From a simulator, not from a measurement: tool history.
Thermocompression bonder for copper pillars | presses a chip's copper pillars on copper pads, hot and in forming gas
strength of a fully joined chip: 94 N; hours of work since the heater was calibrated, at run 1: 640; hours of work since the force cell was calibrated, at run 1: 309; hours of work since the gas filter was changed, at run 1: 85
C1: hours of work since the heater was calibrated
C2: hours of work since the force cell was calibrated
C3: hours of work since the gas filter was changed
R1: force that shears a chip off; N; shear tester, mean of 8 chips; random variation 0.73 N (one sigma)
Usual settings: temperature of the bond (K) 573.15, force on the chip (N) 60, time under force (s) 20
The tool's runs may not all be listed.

run 1 hour=0.0 | temperature_of_the_bond_(K)=573.15 force_on_the_chip_(N)=60 time_under_force_(s)=20 | C1=640 C2=309 C3=85 | R1=46.3
run 2 hour=64.3 | temperature_of_the_bond_(K)=573.15 force_on_the_chip_(N)=60 time_under_force_(s)=20 | C1=667 C2=337 C3=112 | R1=45.9
-- hour=69.9 forming gas filter changed
run 3 hour=112.8 | temperature_of_the_bond_(K)=573.15 force_on_the_chip_(N)=44 time_under_force_(s)=20 | C1=688 C2=357 C3=18 | R1=37.6
run 4 hour=174.2 | temperature_of_the_bond_(K)=573.15 force_on_the_chip_(N)=50 time_under_force_(s)=20 | C1=714 C2=383 C3=44 | R1=39.2
run 5 hour=220.6 | temperature_of_the_bond_(K)=573.15 force_on_the_chip_(N)=50 time_under_force_(s)=20 | C1=734 C2=403 C3=64 | R1=39.5
run 6 hour=279.8 | temperature_of_the_bond_(K)=573.15 force_on_the_chip_(N)=38 time_under_force_(s)=20 | C1=759 C2=428 C3=90 | R1=30.7
run 7 hour=330.0 | temperature_of_the_bond_(K)=573.15 force_on_the_chip_(N)=38 time_under_force_(s)=20 | C1=780 C2=450 C3=111 | R1=30.2
-- hour=335.9 forming gas filter changed
run 8 hour=371.6 | temperature_of_the_bond_(K)=573.15 force_on_the_chip_(N)=38 time_under_force_(s)=20 | C1=798 C2=467 C3=15 | R1=32.9
run 9 hour=418.4 | temperature_of_the_bond_(K)=573.15 force_on_the_chip_(N)=38 time_under_force_(s)=20 | C1=818 C2=487 C3=35 | R1=31.1
-- hour=478.8 heater calibrated with a thermocouple chip
run 10 hour=499.7 | temperature_of_the_bond_(K)=591.15 force_on_the_chip_(N)=60 time_under_force_(s)=20 | C1=9 C2=521 C3=69 | R1=59.7
-- hour=508.6 force cell calibrated
run 11 hour=551.3 | temperature_of_the_bond_(K)=591.15 force_on_the_chip_(N)=60 time_under_force_(s)=20 | C1=30 C2=18 C3=90 | R1=58.4
-- hour=606.8 forming gas filter changed
run 12 hour=633.7 | temperature_of_the_bond_(K)=573.15 force_on_the_chip_(N)=60 time_under_force_(s)=20 | C1=65 C2=53 C3=11 | R1=51.3
run 13 hour=693.7 | temperature_of_the_bond_(K)=573.15 force_on_the_chip_(N)=60 time_under_force_(s)=20 | C1=91 C2=79 C3=37 | R1=51.5
run 14 hour=733.3 | temperature_of_the_bond_(K)=573.15 force_on_the_chip_(N)=60 time_under_force_(s)=54 | C1=108 C2=96 C3=54 | R1=66.9
run 15 hour=801.8 | temperature_of_the_bond_(K)=583.15 force_on_the_chip_(N)=49 time_under_force_(s)=16 | C1=137 C2=125 C3=83 | R1=43.6
-- hour=852.6 force cell calibrated, once more
-- hour=874.1 forming gas filter changed
run 16 hour=874.1 | temperature_of_the_bond_(K)=574.15 force_on_the_chip_(N)=60 time_under_force_(s)=20 | C1=167 C2=9 C3=0 | R1=53.0
run 17 hour=956.6 | temperature_of_the_bond_(K)=574.15 force_on_the_chip_(N)=60 time_under_force_(s)=20 | C1=202 C2=44 C3=35 | R1=52.1
run 18 hour=1003.4 | temperature_of_the_bond_(K)=574.15 force_on_the_chip_(N)=60 time_under_force_(s)=20 | C1=222 C2=64 C3=55 | R1=50.1
run 19 hour=1075.0 | temperature_of_the_bond_(K)=560.15 force_on_the_chip_(N)=51 time_under_force_(s)=21 | C1=253 C2=95 C3=86 | R1=38.1
run 20 hour=1117.9 | temperature_of_the_bond_(K)=560.15 force_on_the_chip_(N)=61 time_under_force_(s)=49 | C1=271 C2=113 C3=104 | R1=56.7
-- hour=1137.8 forming gas filter changed
run 21 hour=1164.6 | temperature_of_the_bond_(K)=584.15 force_on_the_chip_(N)=59 time_under_force_(s)=39 | C1=291 C2=133 C3=11 | R1=67.3
run 22 hour=1210.9 | temperature_of_the_bond_(K)=573.15 force_on_the_chip_(N)=52 time_under_force_(s)=20 | C1=310 C2=152 C3=31 | R1=44.0
run 23 hour=1290.7 | temperature_of_the_bond_(K)=573.15 force_on_the_chip_(N)=52 time_under_force_(s)=20 | C1=344 C2=186 C3=65 | R1=43.7
run 24 hour=1360.7 | temperature_of_the_bond_(K)=573.15 force_on_the_chip_(N)=41 time_under_force_(s)=37 | C1=374 C2=216 C3=95 | R1=42.9

Forecast each of these 3 alternatives for the next run:
-- hour=1401.6 forming gas filter changed
run A hour=1441.8 | temperature_of_the_bond_(K)=573.15 force_on_the_chip_(N)=68 time_under_force_(s)=37 | C1=409 C2=251 C3=17 | R1=?
-- hour=1401.6 forming gas filter changed
run B hour=1441.8 | temperature_of_the_bond_(K)=573.15 force_on_the_chip_(N)=60 time_under_force_(s)=17 | C1=409 C2=251 C3=17 | R1=?
-- hour=1401.6 forming gas filter changed
run C hour=1441.8 | temperature_of_the_bond_(K)=573.15 force_on_the_chip_(N)=42 time_under_force_(s)=21 | C1=409 C2=251 C3=17 | R1=?

run=A R1=64.6
run=B R1=47.7
run=C R1=37.2
Without the tool's hidden state the same runs would have given:
run=A R1=67.8
run=B R1=50.6
run=C R1=39.8

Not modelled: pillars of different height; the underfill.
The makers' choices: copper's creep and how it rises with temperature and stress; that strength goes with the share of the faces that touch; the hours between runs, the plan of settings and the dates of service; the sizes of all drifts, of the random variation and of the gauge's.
